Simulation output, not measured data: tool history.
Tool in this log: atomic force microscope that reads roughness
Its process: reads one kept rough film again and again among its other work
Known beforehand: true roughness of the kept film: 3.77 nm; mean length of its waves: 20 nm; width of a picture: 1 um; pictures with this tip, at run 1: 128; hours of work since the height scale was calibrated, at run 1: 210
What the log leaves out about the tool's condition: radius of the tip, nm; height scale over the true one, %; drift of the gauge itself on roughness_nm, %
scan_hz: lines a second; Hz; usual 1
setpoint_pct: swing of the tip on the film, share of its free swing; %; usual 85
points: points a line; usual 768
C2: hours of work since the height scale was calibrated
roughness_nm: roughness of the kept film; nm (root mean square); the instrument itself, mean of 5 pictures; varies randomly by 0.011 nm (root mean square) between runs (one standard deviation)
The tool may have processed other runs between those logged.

Run 1, day 0: usual settings; pictures with this tip 128; C2 210. Result: roughness_nm 2.613 nm (root mean square).
Run 2, day 0.262: usual settings but points 346; pictures with this tip 140; C2 214. Result: roughness_nm 2.586 nm (root mean square).
Run 3, day 0.442: usual settings but setpoint_pct 56 %, points 346; pictures with this tip 148; C2 216. Result: roughness_nm 2.862 nm (root mean square).
Run 4, day 0.642: usual settings but setpoint_pct 56 %, points 346; pictures with this tip 158; C2 219. Result: roughness_nm 2.869 nm (root mean square).
Run 5, day 0.896: usual settings but points 709; pictures with this tip 170; C2 223. Result: roughness_nm 2.599 nm (root mean square).
Run 6, day 1.221: usual settings but points 709; pictures with this tip 185; C2 228. Result: roughness_nm 2.608 nm (root mean square).
At day 1.283: new tip fitted.
Run 7, day 1.625: usual settings but points 709; pictures with this tip 16; C2 234. Result: roughness_nm 2.612 nm (root mean square).
Run 8, day 1.896: usual settings but points 709; pictures with this tip 29; C2 237. Result: roughness_nm 2.616 nm (root mean square).
Run 9, day 2.238: usual settings but setpoint_pct 83 %; pictures with this tip 45; C2 243. Result: roughness_nm 2.661 nm (root mean square).
Run 10, day 2.433: usual settings but setpoint_pct 83 %; pictures with this tip 54; C2 245. Result: roughness_nm 2.667 nm (root mean square).
Run 11, day 2.817: usual settings but setpoint_pct 83 %; pictures with this tip 72; C2 251. Result: roughness_nm 2.654 nm (root mean square).
Run 12, day 3.208: usual settings but setpoint_pct 83 %; pictures with this tip 90; C2 257. Result: roughness_nm 2.629 nm (root mean square).
Run 13, day 3.571: usual settings but setpoint_pct 83 %; pictures with this tip 107; C2 262. Result: roughness_nm 2.645 nm (root mean square).
Run 14, day 3.854: usual settings but setpoint_pct 83 %; pictures with this tip 120; C2 266. Result: roughness_nm 2.646 nm (root mean square).
Run 15, day 4.062: usual settings but points 497; pictures with this tip 130; C2 269. Result: roughness_nm 2.592 nm (root mean square).
Run 16, day 4.312: usual settings; pictures with this tip 142; C2 273. Result: roughness_nm 2.62 nm (root mean square).
Run 17, day 4.538: usual settings; pictures with this tip 153; C2 276. Result: roughness_nm 2.623 nm (root mean square).
Run 18, day 4.817: usual settings but scan_hz 3.57 Hz; pictures with this tip 166; C2 281. Result: roughness_nm 1.997 nm (root mean square).
Run 19, day 5.179: usual settings but scan_hz 3.57 Hz; pictures with this tip 183; C2 286. Result: roughness_nm 2.002 nm (root mean square).
At day 5.317: new tip fitted.
Run 20, day 5.488: usual settings but scan_hz 2.87 Hz; pictures with this tip 8; C2 290. Result: roughness_nm 2.154 nm (root mean square).
Run 21, day 5.783: usual settings but scan_hz 2.87 Hz; pictures with this tip 22; C2 294. Result: roughness_nm 2.141 nm (root mean square).
Run 22, day 6.142: usual settings but scan_hz 2.87 Hz; pictures with this tip 39; C2 300. Result: roughness_nm 2.142 nm (root mean square).
Run 23, day 6.521: usual settings but points 544; pictures with this tip 56; C2 305. Result: roughness_nm 2.609 nm (root mean square).
Run 24, day 6.892: usual settings but points 267; pictures with this tip 74; C2 311. Result: roughness_nm 2.537 nm (root mean square).
Run 25, day 7.071: usual settings but points 267; pictures with this tip 82; C2 313. Result: roughness_nm 2.516 nm (root mean square).
Run 26, day 7.338: usual settings but points 267; pictures with this tip 95; C2 317. Result: roughness_nm 2.558 nm (root mean square).
Run 27, day 7.642: usual settings but scan_hz 3.78 Hz; pictures with this tip 109; C2 322. Result: roughness_nm 1.967 nm (root mean square).
Run 28, day 7.838: usual settings but scan_hz 3.29 Hz, points 463; pictures with this tip 118; C2 325. Result: roughness_nm 2.047 nm (root mean square).
Run 29, day 8.158: usual settings but scan_hz 3.55 Hz, points 460; pictures with this tip 133; C2 329. Result: roughness_nm 2.017 nm (root mean square).
Run 30, day 8.4: usual settings but scan_hz 1.99 Hz, setpoint_pct 68 %, points 318; pictures with this tip 145; C2 333. Result: roughness_nm 2.619 nm (root mean square).
Run 31, day 8.767: usual settings but scan_hz 1.99 Hz, setpoint_pct 71 %, points 318; pictures with this tip 162; C2 338. Result: roughness_nm 2.551 nm (root mean square).
Run 32, day 9.175: usual settings but scan_hz 0.5 Hz, setpoint_pct 62 %, points 716; pictures with this tip 181; C2 344. Result: roughness_nm 2.894 nm (root mean square).
At day 9.329: new tip fitted.
Run 33, day 9.617: usual settings but scan_hz 0.5 Hz, setpoint_pct 62 %, points 716; pictures with this tip 14; C2 351. Result: roughness_nm 2.931 nm (root mean square).
Run 34, day 10.029: usual settings but scan_hz 3.09 Hz, points 523; pictures with this tip 33; C2 357. Result: roughness_nm 2.082 nm (root mean square).
Run 35, day 10.442: usual settings but points 982; pictures with this tip 52; C2 363. Result: roughness_nm 2.622 nm (root mean square).
Run 36, day 10.825: usual settings but scan_hz 2.74 Hz, setpoint_pct 61 %, points 982; pictures with this tip 70; C2 368. Result: roughness_nm 2.712 nm (root mean square).
Run 37, day 11.233: usual settings but setpoint_pct 77 %, points 637; pictures with this tip 89; C2 374. Result: roughness_nm 2.708 nm (root mean square).
Run 38, day 11.529: usual settings but setpoint_pct 77 %, points 637; pictures with this tip 103; C2 379. Result: roughness_nm 2.707 nm (root mean square).
Run 39, day 11.892: usual settings but setpoint_pct 67 %, points 501; pictures with this tip 120; C2 384. Result: roughness_nm 2.802 nm (root mean square).
Run 40, day 12.075: usual settings but scan_hz 0.78 Hz, setpoint_pct 60 %, points 273; pictures with this tip 129; C2 387. Result: roughness_nm 2.817 nm (root mean square).
Run 41, day 12.338: usual settings but scan_hz 2.42 Hz, setpoint_pct 74 %, points 512; pictures with this tip 141; C2 391. Result: roughness_nm 2.488 nm (root mean square).
Run 42, day 12.533: usual settings but scan_hz 1.09 Hz, setpoint_pct 67 %, points 963; pictures with this tip 150; C2 394. Result: roughness_nm 2.83 nm (root mean square).
Run 43, day 12.942: usual settings but scan_hz 0.65 Hz, setpoint_pct 57 %, points 714; pictures with this tip 169; C2 400. Result: roughness_nm 2.899 nm (root mean square).
Run 44, day 13.142: usual settings but scan_hz 0.65 Hz, setpoint_pct 57 %, points 714; pictures with this tip 179; C2 403. Result: roughness_nm 2.91 nm (root mean square).
At day 13.354: new tip fitted.
Run 45, day 13.571: usual settings but scan_hz 1.58 Hz; pictures with this tip 10; C2 409. Result: roughness_nm 2.457 nm (root mean square).
Run 46, day 13.779: usual settings but scan_hz 1.18 Hz, setpoint_pct 79 %, points 673; pictures with this tip 20; C2 412. Result: roughness_nm 2.665 nm (root mean square).
Run 47, day 13.971: usual settings but scan_hz 2.09 Hz, setpoint_pct 56 %, points 875; pictures with this tip 29; C2 414. Result: roughness_nm 2.827 nm (root mean square).
Run 48, day 14.217: usual settings but scan_hz 0.66 Hz, setpoint_pct 73 %, points 302; pictures with this tip 40; C2 418. Result: roughness_nm 2.76 nm (root mean square).
Run 49, day 14.625: usual settings but scan_hz 0.66 Hz, setpoint_pct 73 %, points 629; pictures with this tip 59; C2 424. Result: roughness_nm 2.843 nm (root mean square).
Run 50, day 15.046: usual settings but scan_hz 0.66 Hz, setpoint_pct 73 %, points 629; pictures with this tip 79; C2 430. Result: roughness_nm 2.833 nm (root mean square).
Run 51, day 15.238: usual settings but setpoint_pct 61 %; pictures with this tip 88; C2 433. Result: roughness_nm 2.882 nm (root mean square).
Run 52, day 15.438: usual settings but setpoint_pct 61 %; pictures with this tip 97; C2 436. Result: roughness_nm 2.876 nm (root mean square).
Run 53, day 15.75: usual settings but scan_hz 1.8 Hz, setpoint_pct 79 %, points 364; pictures with this tip 112; C2 441. Result: roughness_nm 2.464 nm (root mean square).

Hidden state or all else? Some run-to-run changes of roughness_nm, split into what the settings, what came in and random variation would give without the hidden state, and what is left for the hidden state (with any gauge scatter that isn't in both results):
Run 6 -> 7: new tip fitted. roughness_nm +0.004 nm (root mean square): hidden state +0.01, all else -0.006.
Run 17 -> 18: scan_hz 1 -> 3.57. roughness_nm -0.626 nm (root mean square): hidden state +0.002, all else -0.628.
Run 29 -> 30: scan_hz 3.55 -> 1.99, setpoint_pct 85 -> 68, points 460 -> 318. roughness_nm +0.602 nm (root mean square): hidden state -0.002, all else +0.604.
Run 32 -> 33: new tip fitted. roughness_nm +0.037 nm (root mean square): hidden state +0.01, all else +0.027.
Run 33 -> 34: scan_hz 0.5 -> 3.09, setpoint_pct 62 -> 85, points 716 -> 523. roughness_nm -0.849 nm (root mean square): hidden state +0, all else -0.849.
Run 44 -> 45: scan_hz 0.65 -> 1.58, setpoint_pct 57 -> 85, points 714 -> 768, new tip fitted. roughness_nm -0.453 nm (root mean square): hidden state +0.01, all else -0.463.

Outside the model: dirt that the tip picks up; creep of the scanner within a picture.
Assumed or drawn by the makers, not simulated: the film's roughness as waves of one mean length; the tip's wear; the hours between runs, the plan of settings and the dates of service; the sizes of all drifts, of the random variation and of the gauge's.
